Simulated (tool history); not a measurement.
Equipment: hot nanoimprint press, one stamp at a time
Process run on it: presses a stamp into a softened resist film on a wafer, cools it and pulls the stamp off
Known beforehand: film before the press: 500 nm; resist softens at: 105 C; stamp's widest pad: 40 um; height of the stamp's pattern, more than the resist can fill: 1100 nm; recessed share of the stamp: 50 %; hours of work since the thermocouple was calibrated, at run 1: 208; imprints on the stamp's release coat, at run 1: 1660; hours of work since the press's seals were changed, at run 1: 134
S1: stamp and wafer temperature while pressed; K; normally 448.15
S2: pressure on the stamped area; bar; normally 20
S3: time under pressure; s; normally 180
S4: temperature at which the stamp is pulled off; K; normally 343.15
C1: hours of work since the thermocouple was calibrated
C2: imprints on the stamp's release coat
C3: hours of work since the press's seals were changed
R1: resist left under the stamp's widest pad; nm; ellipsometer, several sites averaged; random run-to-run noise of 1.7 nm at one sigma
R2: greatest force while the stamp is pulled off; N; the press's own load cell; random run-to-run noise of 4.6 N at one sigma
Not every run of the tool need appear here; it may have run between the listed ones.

run 1 hour=0 | S1=448.15 S2=20 S3=180 S4=343.15 | C1=208 C2=1660 C3=134 | R1=272.3 R2=368
run 2 hour=6.9 | S1=448.15 S2=20 S3=180 S4=343.15 | C1=212 C2=1679 C3=139 | R1=275.6 R2=377
run 3 hour=15 | S1=448.15 S2=20 S3=180 S4=343.15 | C1=218 C2=1702 C3=144 | R1=275.1 R2=376
run 4 hour=24.4 | S1=448.15 S2=20 S3=180 S4=343.15 | C1=225 C2=1729 C3=151 | R1=273.2 R2=365
run 5 hour=29.8 | S1=448.15 S2=20 S3=180 S4=343.15 | C1=229 C2=1745 C3=155 | R1=274.8 R2=377
run 6 hour=36.4 | S1=448.15 S2=14.9 S3=180 S4=343.15 | C1=234 C2=1764 C3=160 | R1=315.2 R2=382
run 7 hour=49.2 | S1=448.15 S2=14.9 S3=180 S4=343.15 | C1=243 C2=1800 C3=169 | R1=318.6 R2=373
run 8 hour=57.7 | S1=448.15 S2=20 S3=180 S4=343.15 | C1=249 C2=1825 C3=175 | R1=277.1 R2=395
run 9 hour=68.5 | S1=448.15 S2=20 S3=180 S4=343.15 | C1=257 C2=1856 C3=183 | R1=275.6 R2=393
run 10 hour=73.9 | S1=448.15 S2=20 S3=180 S4=343.15 | C1=261 C2=1871 C3=187 | R1=278.6 R2=393
run 11 hour=85.9 | S1=448.15 S2=20 S3=180 S4=343.15 | C1=269 C2=1905 C3=195 | R1=276.6 R2=379
run 12 hour=96.3 | S1=448.15 S2=20 S3=180 S4=343.15 | C1=277 C2=1935 C3=203 | R1=275.5 R2=404
run 13 hour=106.6 | S1=448.15 S2=20 S3=180 S4=343.15 | C1=284 C2=1965 C3=210 | R1=279.3 R2=393
run 14 hour=114.1 | S1=448.15 S2=20 S3=180 S4=343.15 | C1=289 C2=1986 C3=216 | R1=278.5 R2=396
run 15 hour=120.3 | S1=448.15 S2=20 S3=180 S4=343.15 | C1=294 C2=2004 C3=220 | R1=276.3 R2=424
run 16 hour=129.4 | S1=448.15 S2=20 S3=180 S4=343.15 | C1=300 C2=2030 C3=226 | R1=279.6 R2=418
run 17 hour=141.1 | S1=448.15 S2=20 S3=98 S4=346.15 | C1=309 C2=2063 C3=235 | R1=329.5 R2=396
run 18 hour=152.2 | S1=448.15 S2=20 S3=98 S4=346.15 | C1=317 C2=2095 C3=243 | R1=331.1 R2=408
run 19 hour=157.8 | S1=448.15 S2=20 S3=98 S4=346.15 | C1=321 C2=2111 C3=247 | R1=330.3 R2=381
run 20 hour=165.1 | S1=448.15 S2=20 S3=114 S4=335.15 | C1=326 C2=2132 C3=252 | R1=318.9 R2=470
run 21 hour=173.7 | S1=448.15 S2=20 S3=114 S4=335.15 | C1=332 C2=2157 C3=258 | R1=317.7 R2=475
run 22 hour=179.6 | S1=448.15 S2=29.5 S3=180 S4=350.15 | C1=336 C2=2174 C3=262 | R1=227.8 R2=369
run 23 hour=192.3 | S1=455.15 S2=29.5 S3=116 S4=341.15 | C1=346 C2=2210 C3=272 | R1=203.8 R2=453
run 24 hour=203.2 | S1=455.15 S2=29.5 S3=116 S4=341.15 | C1=353 C2=2241 C3=279 | R1=202.4 R2=444
run 25 hour=214.5 | S1=453.15 S2=22 S3=200 S4=340.15 | C1=362 C2=2273 C3=288 | R1=214.1 R2=471
-- hour=225.9 stamp cleaned and given a new release coat
run 26 hour=233.1 | S1=448.15 S2=20 S3=180 S4=340.15 | C1=371 C2=21 C3=297 | R1=282.2 R2=246
run 27 hour=243.2 | S1=445.15 S2=12.4 S3=113 S4=340.15 | C1=378 C2=50 C3=304 | R1=410.5 R2=251
run 28 hour=252.3 | S1=445.15 S2=12.4 S3=113 S4=344.15 | C1=384 C2=76 C3=310 | R1=410.8 R2=234
run 29 hour=262 | S1=445.15 S2=12.4 S3=113 S4=344.15 | C1=391 C2=103 C3=317 | R1=412.2 R2=236

Consider 4 possible next runs. They are alternatives, not a sequence: every one starts from the tool as it was left by run 29. What does each give?
-- hour=267.6 plate thermocouple calibrated
run A hour=277.6 | S1=448.15 S2=29.7 S3=213 S4=335.15 | C1=7 C2=140 C3=326 | R1=? R2=?
-- hour=267.6 plate thermocouple calibrated
run B hour=277.6 | S1=448.15 S2=20 S3=326 S4=339.15 | C1=7 C2=140 C3=326 | R1=? R2=?
-- hour=267.6 plate thermocouple calibrated
run C hour=277.6 | S1=442.15 S2=20 S3=148 S4=343.15 | C1=7 C2=140 C3=326 | R1=? R2=?
-- hour=267.6 plate thermocouple calibrated
run D hour=277.6 | S1=437.15 S2=20 S3=180 S4=343.15 | C1=7 C2=140 C3=326 | R1=? R2=?

run=A R1=205.9 R2=267
run=B R1=224.4 R2=252
run=C R1=345.6 R2=237
run=D R1=385.4 R2=229
What these runs would have given with no unlogged condition in the tool:
run=A R1=201.9 R2=254
run=B R1=220.7 R2=239
run=C R1=341.3 R2=225
run=D R1=381.2 R2=217

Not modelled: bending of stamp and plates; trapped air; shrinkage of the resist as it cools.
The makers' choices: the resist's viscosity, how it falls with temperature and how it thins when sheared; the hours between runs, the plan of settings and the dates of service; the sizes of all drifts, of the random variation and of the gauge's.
